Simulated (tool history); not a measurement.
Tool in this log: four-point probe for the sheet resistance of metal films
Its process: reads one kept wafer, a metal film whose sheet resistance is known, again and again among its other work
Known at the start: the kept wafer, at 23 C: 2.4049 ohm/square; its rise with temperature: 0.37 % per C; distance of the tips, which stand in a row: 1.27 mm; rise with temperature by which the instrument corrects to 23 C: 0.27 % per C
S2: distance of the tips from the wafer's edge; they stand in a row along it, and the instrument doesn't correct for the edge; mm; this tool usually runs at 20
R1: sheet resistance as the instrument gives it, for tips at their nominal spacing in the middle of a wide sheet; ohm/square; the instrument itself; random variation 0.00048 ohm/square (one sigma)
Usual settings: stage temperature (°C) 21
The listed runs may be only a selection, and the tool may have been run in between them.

Run 1, hour 0.0: usual settings. Result: R1 2.405864 ohm/square.
Run 2, hour 30.1: usual settings. Result: R1 2.404489 ohm/square.
Run 3, hour 57.8: usual settings but stage temperature (°C) 19. Result: R1 2.400967 ohm/square.
Run 4, hour 105.5: usual settings but stage temperature (°C) 19. Result: R1 2.400351 ohm/square.
Run 5, hour 152.0: usual settings but stage temperature (°C) 19, S2 32 mm. Result: R1 2.397412 ohm/square.
Run 6, hour 204.4: usual settings but stage temperature (°C) 23. Result: R1 2.410106 ohm/square.
Run 7, hour 257.0: usual settings but stage temperature (°C) 23. Result: R1 2.410526 ohm/square.
Run 8, hour 280.7: usual settings. Result: R1 2.404764 ohm/square.
Run 9, hour 327.9: usual settings. Result: R1 2.405977 ohm/square.
Run 10, hour 378.4: usual settings but S2 66 mm. Result: R1 2.400204 ohm/square.
Run 11, hour 409.9: usual settings but stage temperature (°C) 34, S2 16 mm. Result: R1 2.438819 ohm/square.
Run 12, hour 449.0: usual settings but stage temperature (°C) 34, S2 16 mm. Result: R1 2.439902 ohm/square.
Run 13, hour 491.7: usual settings but stage temperature (°C) 34, S2 16 mm. Result: R1 2.438721 ohm/square.
Run 14, hour 528.3: usual settings but stage temperature (°C) 34, S2 16 mm. Result: R1 2.439787 ohm/square.
Run 15, hour 580.4: usual settings but stage temperature (°C) 30, S2 37 mm. Result: R1 2.422760 ohm/square.

Estimate the outcome of run 16 from the log above:
Run 16, hour 612.4: usual settings but S2 9 mm. Result: R1 ?.

{"run 16": {"R1": 2.425154}}
With no hidden state in the tool, this same run would have given R1 2.425160 ohm/square.
